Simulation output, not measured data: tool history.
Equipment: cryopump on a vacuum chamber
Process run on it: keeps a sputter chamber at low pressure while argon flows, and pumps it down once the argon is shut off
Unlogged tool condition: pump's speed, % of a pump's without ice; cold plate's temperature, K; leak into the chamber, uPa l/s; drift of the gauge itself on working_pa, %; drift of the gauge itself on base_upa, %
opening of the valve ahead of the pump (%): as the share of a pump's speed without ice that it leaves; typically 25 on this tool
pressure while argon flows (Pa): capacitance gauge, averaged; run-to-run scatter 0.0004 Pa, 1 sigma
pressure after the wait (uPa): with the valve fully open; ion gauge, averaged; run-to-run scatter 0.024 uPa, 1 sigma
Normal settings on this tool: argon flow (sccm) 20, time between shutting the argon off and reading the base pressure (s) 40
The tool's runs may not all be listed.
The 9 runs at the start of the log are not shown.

run,day,argon flow (sccm),time between shutting the argon off and reading the base pressure (s),opening of the valve ahead of the pump (%),hours of work since the pump was warmed up and emptied,hours of work since the cold head was overhauled,hours of work since the chamber's fittings were tightened,pressure while argon flows (Pa),pressure after the wait (uPa)
# day 26.525: pump warmed up, emptied and cooled again
10,27.496,20,40,18,13,2228,1339,0.0762,1.48
11,29.342,20,40,18,39,2253,1365,0.0766,1.44
12,32.058,20,40,18,77,2291,1402,0.0769,1.52
13,35.862,20,40,25,130,2344,1455,0.0560,1.54
14,38.962,20,40,25,173,2387,1498,0.0560,1.56
15,41.929,20,101,25,214,2428,1539,0.0556,1.20
16,44.338,20,101,25,247,2461,1573,0.0556,1.21
17,47.217,20,106,25,287,2501,1613,0.0570,1.24
18,49.925,20,106,25,325,2539,1650,0.0564,1.27
19,52.771,13,40,25,364,2578,1690,0.0366,1.75
20,54.504,13,40,25,388,2602,1714,0.0372,1.75
21,57.712,20,296,25,433,2647,1758,0.0568,1.23
22,60.238,20,116,40,468,2682,1793,0.0371,1.38
23,63.775,18,141,29,517,2731,1842,0.0443,1.33
24,67.733,18,132,15,572,2786,1897,0.0850,1.42
# day 69.462: leaking fittings of the chamber tightened, without venting
25,71.388,19,48,22,621,2835,27,0.0619,0.81
26,73.104,14,21,20,645,2859,50,0.0501,1.61
27,76.525,14,40,33,692,2906,98,0.0311,0.95
# day 78.033: pump warmed up, emptied and cooled again
28,79.229,14,36,17,17,2941,133,0.0567,0.98
29,82.067,14,36,34,56,2980,172,0.0292,1.04
30,85.550,22,57,34,104,3029,220,0.0451,0.74
31,87.262,22,57,34,128,3053,244,0.0461,0.76
32,90.529,22,57,34,173,3098,289,0.0457,0.78
33,92.942,22,57,34,207,3131,323,0.0463,0.81

Predict each of these 4 candidate next runs independently; none follows another, all start after run 33:
A,96.254,20,72,57,253,3177,369,?,?
B,96.254,15,73,25,253,3177,369,?,?
C,96.254,11,28,15,253,3177,369,?,?
D,96.254,22,101,21,253,3177,369,?,?

run,pressure while argon flows (Pa),pressure after the wait (uPa)
A,0.0252,0.75
B,0.0426,0.71
C,0.0516,1.42
D,0.0732,0.61
What these runs would have given with no unlogged condition in the tool:
run,pressure while argon flows (Pa),pressure after the wait (uPa)
A,0.0232,0.51
B,0.0411,0.47
C,0.0505,1.17
D,0.0711,0.36

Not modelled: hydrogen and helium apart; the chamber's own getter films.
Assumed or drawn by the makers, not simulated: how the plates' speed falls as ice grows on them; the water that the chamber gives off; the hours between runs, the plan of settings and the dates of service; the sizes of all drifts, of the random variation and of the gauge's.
